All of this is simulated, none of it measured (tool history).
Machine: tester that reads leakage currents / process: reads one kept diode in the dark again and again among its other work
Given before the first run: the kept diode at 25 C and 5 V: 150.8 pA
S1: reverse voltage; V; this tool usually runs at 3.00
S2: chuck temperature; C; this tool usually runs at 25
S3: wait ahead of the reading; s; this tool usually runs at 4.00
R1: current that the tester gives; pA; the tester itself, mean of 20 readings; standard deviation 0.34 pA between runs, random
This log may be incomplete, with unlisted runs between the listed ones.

run   hour    S1  S2    S3      R1
  1    0.0  3.00  25  4.00  127.67
  2   30.6  3.00  25  4.00  127.45
  3   51.0  3.00  25  4.00  127.45
  4   93.7  3.00  25  4.00  127.66
  5  122.3  3.00  25  4.00  127.36
  6  160.1  3.00  25  4.00  127.40
  7  199.3  3.00  25  4.00  127.64
  8  232.2  7.82  25  4.00  174.64
  9  266.1  7.82  25  4.00  174.77
 10  294.8  7.82  25  4.00  175.20
 11  324.0  7.82  25  4.00  174.48
 12  348.3  3.00  25  4.00  128.34
 13  386.7  3.00  25  4.00  127.73
 14  429.0  3.00  25  4.00  127.71
 15  468.8  3.00  25  4.00  127.36
 16  503.7  3.00  39  4.00  338.90
 17  542.5  3.00  39  4.00  337.73
 18  570.7  3.00  24  4.00  118.77
 19  609.1  3.00  24  4.00  118.38
 20  637.4  3.00  24  4.00  118.51
 21  682.0  3.00  25  1.71  127.49
 22  717.0  2.30  55  4.00  862.19
 23  753.6  1.03  25  4.00   90.32
 24  791.9  8.56  28  1.09  224.58
     833.8  -- chuck's temperature calibrated
 25  833.8  1.12  28  0.63  119.10

Forecast run 26:
 26  878.2  1.12  28  0.63   ?

Run 26 yielded R1 119.56 pA.
Without the tool's hidden state the same run would have given R1 117.75 pA.

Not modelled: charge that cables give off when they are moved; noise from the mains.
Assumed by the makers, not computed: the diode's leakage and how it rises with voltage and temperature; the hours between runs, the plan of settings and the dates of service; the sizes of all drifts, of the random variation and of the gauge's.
